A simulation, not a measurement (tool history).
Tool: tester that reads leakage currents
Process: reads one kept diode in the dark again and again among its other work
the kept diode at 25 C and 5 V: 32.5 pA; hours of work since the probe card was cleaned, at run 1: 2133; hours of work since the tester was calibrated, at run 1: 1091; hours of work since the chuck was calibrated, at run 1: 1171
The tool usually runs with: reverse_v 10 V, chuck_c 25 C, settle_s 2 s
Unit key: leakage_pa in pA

run,hour,reverse_v,chuck_c,settle_s,hours of work since the probe card was cleaned,hours of work since the tester was calibrated,hours of work since the chuck was calibrated,leakage_pa
1,0,10,25,2,2133,1091,1171,67.99
2,59.6,1.1,25,2,2180,1137,1217,21.27
3,123.2,1.1,25,2,2230,1187,1267,21.32
4,183,1.1,25,9.83,2277,1234,1314,21.28
# hour 189.4: chuck's temperature calibrated
5,237.2,10,32,2,2317,1275,37,96.46
# hour 244.9: probe card cleaned and baked
6,276.7,10,32,2,25,1303,66,106.13
7,307.7,10,32,2,49,1327,90,106.63
8,363.9,10,32,2,93,1371,134,107.01
9,408.1,10,32,2,128,1406,169,107.44
10,445.2,10,55,0.6,157,1435,198,524.04
# hour 461.5: probe card cleaned and baked, once more
11,510.5,1.9,50,2,38,1484,246,159.82
12,564.7,1.9,50,0.69,81,1526,289,162.39
13,619.5,2.2,35,7.14,124,1569,332,54.86
14,694.5,3.8,46,2,182,1627,390,168.46
15,764.8,10,36,0.34,237,1682,445,129.92

Branching from run 15: 4 alternative next runs. What would each branch give?
A,825,1.8,56,2,284,1730,492,?
B,825,10,26,2.34,284,1730,492,?
C,825,5.4,50,0.34,284,1730,492,?
D,825,2.2,25,4.77,284,1730,492,?

run,leakage_pa
A,250.71
B,56.02
C,272.84
D,24.67
Had the tool no hidden state, the same runs would have come out as:
run,leakage_pa
A,234.65
B,50.29
C,254.43
D,22.46

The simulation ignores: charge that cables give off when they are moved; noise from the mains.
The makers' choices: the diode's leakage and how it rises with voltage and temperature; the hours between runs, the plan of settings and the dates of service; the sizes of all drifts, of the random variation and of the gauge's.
